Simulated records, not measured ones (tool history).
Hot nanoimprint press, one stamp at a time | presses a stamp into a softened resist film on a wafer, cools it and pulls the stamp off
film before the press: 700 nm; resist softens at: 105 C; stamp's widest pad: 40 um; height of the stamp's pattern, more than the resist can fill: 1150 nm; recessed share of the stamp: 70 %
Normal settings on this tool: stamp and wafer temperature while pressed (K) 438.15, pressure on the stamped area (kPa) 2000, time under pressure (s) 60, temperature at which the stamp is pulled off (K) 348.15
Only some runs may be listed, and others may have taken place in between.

run    hour  stamp and wafer temperature while pressed (K)  pressure on the stamped area (kPa)  time under pressure (s)  temperature at which the stamp is pulled off (K)  resist left under the stamp's widest pad (Å)  greatest force while the stamp is pulled off (N)
  1       0                                         438.15                                2000                       60                                            348.15                                          3526                                               193
         29  -- plate thermocouple calibrated
  2    38.8                                         438.15                                2000                       60                                            348.15                                          3638                                               206
  3    71.8                                         438.15                                2000                       92                                            348.15                                          3166                                               207
  4   111.7                                         438.15                                2000                       92                                            348.15                                          3179                                               210
  5   134.5                                         438.15                                2000                       92                                            348.15                                          3170                                               206
      180.6  -- stamp cleaned and given a new release coat
  6     187                                         438.15                                2000                       92                                            348.15                                          3217                                               172
      196.5  -- plate thermocouple calibrated, once more
  7   232.8                                         443.15                                2000                       60                                            348.15                                          2490                                               164
  8   273.4                                         438.15                                2000                       60                                            341.15                                          3359                                               194
  9   320.8                                         441.15                                2000                       60                                            341.15                                          2863                                               205
 10     364                                         441.15                                2000                       60                                            341.15                                          2910                                               197
 11   405.3                                         438.15                                2000                       60                                            348.15                                          3430                                               184
 12   443.9                                         438.15                                2000                       60                                            348.15                                          3467                                               181
 13   467.1                                         438.15                                2000                       60                                            348.15                                          3448                                               190
 14     494                                         438.15                                2000                       60                                            348.15                                          3515                                               182
 15   536.9                                         448.15                                2000                       60                                            348.15                                          2029                                               193
 16   581.5                                         448.15                                2000                       60                                            348.15                                          2042                                               197
 17   622.3                                         434.15                                2450                      113                                            348.15                                          3278                                               200
 18   658.6                                         448.15                                2000                      118                                            348.15                                          1594                                               204
      683.1  -- plate thermocouple calibrated
      707.9  -- stamp cleaned and given a new release coat
 19   715.5                                         438.15                                1470                       60                                            348.15                                          3838                                               153
 20   746.1                                         427.15                                2000                       47                                            348.15                                          5818                                               164
 21   787.2                                         441.15                                2850                       31                                            353.15                                          3132                                               151
 22   818.1                                         442.15                                2000                       60                                            348.15                                          2762                                               173
 23   844.4                                         438.15                                1320                       60                                            352.15                                          4127                                               158
 24   869.2                                         445.15                                1460                       43                                            354.15                                          3144                                               154
 25   902.1                                         445.15                                1460                       43                                            354.15                                          3135                                               156
 26   930.3                                         431.15                                1460                       88                                            351.15                                          5007                                               169
 27   961.8                                         431.15                                1460                       88                                            351.15                                          4992                                               172
      977.1  -- press's hydraulic seals changed and the load cell set to zero
 28  1012.9                                         438.15                                2000                       69                                            348.15                                          3330                                               188
 29  1045.9                                         437.15                                2000                       60                                            346.15                                          3728                                               203
 30    1071                                         448.15                                2000                       60                                            345.15                                          2024                                               210
 31    1104                                         448.15                                2000                       60                                            345.15                                          2020                                               218

Forecast each of these 3 alternatives for the next run:
  A  1151.3                                         445.15                                2000                       60                                            346.15                                             ?                                                 ?
  B  1151.3                                         427.15                                2000                       82                                            348.15                                             ?                                                 ?
  C  1151.3                                         448.15                                2000                       48                                            345.15                                             ?                                                 ?

run  resist left under the stamp's widest pad (Å)  greatest force while the stamp is pulled off (N)
  A                                          2408                                               205
  B                                          5514                                               200
  C                                          2243                                               220
With no hidden state in the tool, these same runs would have given:
run  resist left under the stamp's widest pad (Å)  greatest force while the stamp is pulled off (N)
  A                                          2247                                               162
  B                                          5260                                               158
  C                                          2098                                               173
